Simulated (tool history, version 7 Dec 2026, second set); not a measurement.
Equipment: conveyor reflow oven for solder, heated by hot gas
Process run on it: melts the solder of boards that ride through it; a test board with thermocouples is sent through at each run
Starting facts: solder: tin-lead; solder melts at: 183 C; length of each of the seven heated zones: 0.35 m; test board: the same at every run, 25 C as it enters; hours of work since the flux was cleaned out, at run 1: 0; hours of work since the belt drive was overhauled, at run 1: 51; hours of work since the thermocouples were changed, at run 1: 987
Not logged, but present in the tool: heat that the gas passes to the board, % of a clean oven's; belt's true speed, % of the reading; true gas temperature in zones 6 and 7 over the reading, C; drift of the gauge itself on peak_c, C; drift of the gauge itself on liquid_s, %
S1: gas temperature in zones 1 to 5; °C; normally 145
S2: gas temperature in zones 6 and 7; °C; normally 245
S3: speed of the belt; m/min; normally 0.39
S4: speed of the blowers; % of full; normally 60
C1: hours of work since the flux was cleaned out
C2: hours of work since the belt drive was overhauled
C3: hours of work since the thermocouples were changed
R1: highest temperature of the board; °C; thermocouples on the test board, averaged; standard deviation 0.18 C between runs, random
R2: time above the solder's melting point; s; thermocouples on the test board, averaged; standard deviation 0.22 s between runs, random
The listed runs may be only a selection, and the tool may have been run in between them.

run,hour,S1,S2,S3,S4,C1,C2,C3,R1,R2
1,0,145,245,0.39,60,0,51,987,233.6,99
2,45.8,145,245,0.39,60,32,84,1019,233.9,98.7
3,103,145,245,0.39,60,73,124,1060,233.5,98.9
4,195.9,145,245,0.39,60,139,190,1125,233.5,98.8
# hour 276.2: thermocouples of zones 6 and 7 changed
5,286.4,145,245,0.39,60,201,252,7,229.3,95.7
6,374.7,145,245,0.39,60,263,315,70,229.1,95.6
7,418.9,145,245,0.39,72,295,346,101,232.1,98.4
8,507.3,145,245,0.39,72,357,408,163,231.6,98.3
# hour 595: flux residue cleaned out of gas plates and filters
9,600.3,145,245,0.39,72,4,471,226,233.8,99.5
10,647.7,145,245,0.39,60,37,504,259,230.8,97.6
11,697.7,145,245,0.39,80,73,539,294,235.7,100.5
12,751.5,145,245,0.39,80,111,578,332,235.3,100.9
13,820.3,145,245,0.39,80,159,626,381,235.6,100.9
14,910.6,145,245,0.317,60,223,690,445,236.1,124.8
15,972.1,145,245,0.39,60,267,733,488,230.5,97.3
16,1017.4,145,246,0.39,60,299,765,520,231.4,98.3
17,1102.9,146,243,0.35,56,359,826,581,230.8,109.2
# hour 1185.5: flux residue cleaned out of gas plates and filters
18,1185.5,144,237,0.345,54,0,881,636,226.6,106.6
19,1241.6,144,237,0.345,54,40,920,675,226.4,106
20,1296.8,145,245,0.39,70,79,959,714,234.6,100.1
21,1344.8,145,245,0.39,70,113,993,748,234.8,100.1
22,1411.5,145,245,0.39,70,160,1041,796,234.6,100.9
# hour 1446.6: belt drive overhauled, speed set with a stopwatch
23,1498.9,150,258,0.365,60,219,37,854,246.3,116.3
24,1548.1,140,240,0.329,69,254,72,889,233.3,115.2
25,1619.2,145,243,0.465,60,304,122,940,223.3,75.2
26,1665.7,145,245,0.39,86,337,155,972,237.2,101.3
27,1715.3,145,245,0.39,86,372,190,1007,236.8,101.3
28,1754.4,145,245,0.39,77,399,218,1035,235.6,100.2
# hour 1780.1: flux residue cleaned out of gas plates and filters
29,1803.4,141,251,0.359,70,16,249,1066,243.1,112

Pick out some run-to-run changes in R1. Of each, how much would a tool without hidden state show as well, from the settings, what came in and chance, and how much is left for the hidden state and any gauge scatter not in both results compared?
Run 4 -> 5: thermocouples of zones 6 and 7 changed. R1 -4.2 °C: hidden state -4.1, all else -0.1.
Run 8 -> 9: flux residue cleaned out of gas plates and filters. R1 +2.2 °C: hidden state +2, all else +0.2.
Run 23 -> 24: S1 150 -> 140, S2 258 -> 240, S3 0.365 -> 0.329, S4 60 -> 69. R1 -13 °C: hidden state +0.1, all else -13.1.
Run 25 -> 26: S2 243 -> 245, S3 0.465 -> 0.39, S4 60 -> 86. R1 +13.9 °C: hidden state +0.4, all else +13.5.
